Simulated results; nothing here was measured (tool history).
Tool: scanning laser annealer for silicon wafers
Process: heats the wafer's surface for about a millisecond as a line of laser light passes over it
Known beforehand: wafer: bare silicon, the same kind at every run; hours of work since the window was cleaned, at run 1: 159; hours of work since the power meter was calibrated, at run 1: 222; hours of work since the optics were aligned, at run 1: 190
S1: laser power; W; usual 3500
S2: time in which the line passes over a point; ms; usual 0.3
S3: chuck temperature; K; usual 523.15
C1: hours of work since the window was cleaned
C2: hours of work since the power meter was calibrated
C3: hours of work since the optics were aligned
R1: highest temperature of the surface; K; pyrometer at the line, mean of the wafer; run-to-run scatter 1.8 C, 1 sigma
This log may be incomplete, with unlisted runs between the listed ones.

run   hour    S1     S2      S3   C1   C2   C3       R1
  1      0  3500    0.3  523.15  159  222  190  1235.15
  2     11  3500  0.222  523.15  167  230  198  1129.15
  3   20.2  3500    0.3  523.15  173  236  204  1233.15
  4   27.7  3500    0.3  523.15  179  241  210  1234.15
  5   40.8  3520    0.3  523.15  188  250  219  1238.15
  6   50.1  3520  0.235  523.15  194  257  225  1151.15
  7   61.3  3361  0.281  537.15  202  265  233  1189.15
  8   70.2  3213  0.322  525.15  208  271  239  1189.15
  9   78.5  3053  0.322  495.15  214  277  245  1120.15
 10   93.8  3083    0.3  550.15  225  287  256  1159.15
 11  104.2  3590  0.345  517.15  232  295  263  1295.15
 12  115.8  3143  0.257  523.15  240  303  271  1099.15

Each row is a separate what-if for the run after 12, all from the same tool condition, not one after another. Results?
  A  123.1  3191  0.294  524.15  245  308  276   ?
  B  123.1  3622  0.257  523.15  245  308  276   ?
  C  123.1  3199  0.268  496.15  245  308  276   ?

run       R1
  A  1148.15
  B  1201.15
  C  1094.15
Had the tool no hidden state, the same runs would have come out as:
run       R1
  A  1168.15
  B  1223.15
  C  1114.15
